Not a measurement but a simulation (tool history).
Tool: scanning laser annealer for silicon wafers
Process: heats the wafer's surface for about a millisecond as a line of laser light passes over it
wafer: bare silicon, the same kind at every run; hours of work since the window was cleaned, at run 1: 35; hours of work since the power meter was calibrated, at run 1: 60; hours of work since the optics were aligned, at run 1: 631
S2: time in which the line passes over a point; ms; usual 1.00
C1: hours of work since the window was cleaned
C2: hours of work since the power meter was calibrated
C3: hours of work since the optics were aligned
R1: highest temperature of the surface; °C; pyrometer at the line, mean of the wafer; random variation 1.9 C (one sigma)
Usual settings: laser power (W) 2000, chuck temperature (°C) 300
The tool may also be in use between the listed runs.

{"run": 1, "hour": 0.0, "laser power (W)": 2000, "S2": 1.0, "chuck temperature (°C)": 300, "C1": 35, "C2": 60, "C3": 631, "R1": 1091}
{"run": 2, "hour": 22.2, "laser power (W)": 2000, "S2": 1.0, "chuck temperature (°C)": 300, "C1": 46, "C2": 71, "C3": 642, "R1": 1091}
{"run": 3, "hour": 39.1, "laser power (W)": 2000, "S2": 1.0, "chuck temperature (°C)": 300, "C1": 55, "C2": 80, "C3": 650, "R1": 1092}
{"run": 4, "hour": 68.5, "laser power (W)": 2000, "S2": 0.95, "chuck temperature (°C)": 300, "C1": 69, "C2": 94, "C3": 665, "R1": 1070}
{"run": 5, "hour": 98.2, "laser power (W)": 2000, "S2": 0.95, "chuck temperature (°C)": 300, "C1": 84, "C2": 109, "C3": 679, "R1": 1073}
{"run": 6, "hour": 120.1, "laser power (W)": 2000, "S2": 0.95, "chuck temperature (°C)": 300, "C1": 95, "C2": 120, "C3": 690, "R1": 1070}
{"run": 7, "hour": 147.8, "laser power (W)": 2000, "S2": 1.0, "chuck temperature (°C)": 300, "C1": 109, "C2": 134, "C3": 704, "R1": 1089}
{"run": 8, "hour": 180.0, "laser power (W)": 2000, "S2": 1.0, "chuck temperature (°C)": 300, "C1": 125, "C2": 150, "C3": 720, "R1": 1094}
{"run": 9, "hour": 197.1, "laser power (W)": 2000, "S2": 1.0, "chuck temperature (°C)": 300, "C1": 133, "C2": 158, "C3": 729, "R1": 1093}
{"run": 10, "hour": 220.4, "laser power (W)": 2000, "S2": 1.06, "chuck temperature (°C)": 300, "C1": 145, "C2": 170, "C3": 740, "R1": 1114}
{"hour": 232.8, "done": "optics aligned, line set to its width"}
{"run": 11, "hour": 251.2, "laser power (W)": 2000, "S2": 1.06, "chuck temperature (°C)": 300, "C1": 158, "C2": 183, "C3": 9, "R1": 1113}
{"run": 12, "hour": 266.2, "laser power (W)": 2000, "S2": 1.06, "chuck temperature (°C)": 300, "C1": 165, "C2": 190, "C3": 17, "R1": 1116}
{"run": 13, "hour": 284.9, "laser power (W)": 2000, "S2": 1.0, "chuck temperature (°C)": 300, "C1": 174, "C2": 200, "C3": 26, "R1": 1091}
{"run": 14, "hour": 310.2, "laser power (W)": 2000, "S2": 1.0, "chuck temperature (°C)": 301, "C1": 187, "C2": 212, "C3": 39, "R1": 1094}
{"run": 15, "hour": 335.4, "laser power (W)": 2000, "S2": 1.0, "chuck temperature (°C)": 298, "C1": 200, "C2": 225, "C3": 51, "R1": 1087}
{"run": 16, "hour": 364.9, "laser power (W)": 2000, "S2": 1.0, "chuck temperature (°C)": 298, "C1": 214, "C2": 239, "C3": 66, "R1": 1091}
{"run": 17, "hour": 399.4, "laser power (W)": 2000, "S2": 1.0, "chuck temperature (°C)": 298, "C1": 232, "C2": 257, "C3": 83, "R1": 1089}
{"run": 18, "hour": 416.7, "laser power (W)": 2000, "S2": 1.0, "chuck temperature (°C)": 300, "C1": 240, "C2": 265, "C3": 92, "R1": 1092}
{"run": 19, "hour": 436.2, "laser power (W)": 1762, "S2": 1.0, "chuck temperature (°C)": 300, "C1": 250, "C2": 275, "C3": 101, "R1": 1002}
{"run": 20, "hour": 457.6, "laser power (W)": 1762, "S2": 1.07, "chuck temperature (°C)": 300, "C1": 260, "C2": 286, "C3": 112, "R1": 1030}
{"run": 21, "hour": 475.2, "laser power (W)": 1762, "S2": 1.07, "chuck temperature (°C)": 300, "C1": 269, "C2": 294, "C3": 121, "R1": 1029}
{"run": 22, "hour": 493.5, "laser power (W)": 2041, "S2": 0.85, "chuck temperature (°C)": 319, "C1": 278, "C2": 303, "C3": 130, "R1": 1067}
{"run": 23, "hour": 508.9, "laser power (W)": 2041, "S2": 0.85, "chuck temperature (°C)": 319, "C1": 286, "C2": 311, "C3": 138, "R1": 1067}
{"run": 24, "hour": 530.4, "laser power (W)": 2037, "S2": 1.0, "chuck temperature (°C)": 284, "C1": 297, "C2": 322, "C3": 148, "R1": 1089}
{"run": 25, "hour": 564.2, "laser power (W)": 2108, "S2": 0.8, "chuck temperature (°C)": 299, "C1": 314, "C2": 339, "C3": 165, "R1": 1046}
{"run": 26, "hour": 586.4, "laser power (W)": 2186, "S2": 1.0, "chuck temperature (°C)": 300, "C1": 325, "C2": 350, "C3": 176, "R1": 1162}
{"run": 27, "hour": 617.1, "laser power (W)": 1922, "S2": 0.73, "chuck temperature (°C)": 269, "C1": 340, "C2": 365, "C3": 191, "R1": 925}
{"run": 28, "hour": 642.2, "laser power (W)": 1867, "S2": 0.75, "chuck temperature (°C)": 300, "C1": 352, "C2": 378, "C3": 204, "R1": 948}
{"run": 29, "hour": 661.6, "laser power (W)": 1849, "S2": 1.05, "chuck temperature (°C)": 278, "C1": 362, "C2": 387, "C3": 214, "R1": 1033}
{"run": 30, "hour": 677.0, "laser power (W)": 1849, "S2": 1.05, "chuck temperature (°C)": 278, "C1": 370, "C2": 395, "C3": 221, "R1": 1034}
{"run": 31, "hour": 700.6, "laser power (W)": 2000, "S2": 1.02, "chuck temperature (°C)": 293, "C1": 382, "C2": 407, "C3": 233, "R1": 1094}
{"run": 32, "hour": 715.6, "laser power (W)": 2000, "S2": 0.89, "chuck temperature (°C)": 293, "C1": 389, "C2": 414, "C3": 241, "R1": 1044}
{"run": 33, "hour": 748.3, "laser power (W)": 2000, "S2": 0.89, "chuck temperature (°C)": 293, "C1": 405, "C2": 430, "C3": 257, "R1": 1040}
{"run": 34, "hour": 769.2, "laser power (W)": 2055, "S2": 0.91, "chuck temperature (°C)": 300, "C1": 416, "C2": 441, "C3": 267, "R1": 1074}
{"run": 35, "hour": 797.9, "laser power (W)": 2055, "S2": 0.91, "chuck temperature (°C)": 300, "C1": 430, "C2": 455, "C3": 282, "R1": 1078}
{"run": 36, "hour": 816.4, "laser power (W)": 2189, "S2": 0.76, "chuck temperature (°C)": 300, "C1": 439, "C2": 464, "C3": 291, "R1": 1056}
{"run": 37, "hour": 832.5, "laser power (W)": 2035, "S2": 1.0, "chuck temperature (°C)": 300, "C1": 447, "C2": 472, "C3": 299, "R1": 1104}
{"run": 38, "hour": 848.6, "laser power (W)": 2024, "S2": 1.01, "chuck temperature (°C)": 338, "C1": 455, "C2": 480, "C3": 307, "R1": 1143}
{"run": 39, "hour": 874.8, "laser power (W)": 2000, "S2": 0.79, "chuck temperature (°C)": 287, "C1": 468, "C2": 493, "C3": 320, "R1": 996}
{"run": 40, "hour": 898.7, "laser power (W)": 2000, "S2": 0.79, "chuck temperature (°C)": 287, "C1": 480, "C2": 505, "C3": 332, "R1": 995}

Hidden state at the last listed run before each entry between runs and at the first one after, where it differs:
Between runs 10 and 11: optics aligned, line set to its width (hour 232.8)
  width of the line over the set one, %: 0.08 -> 0
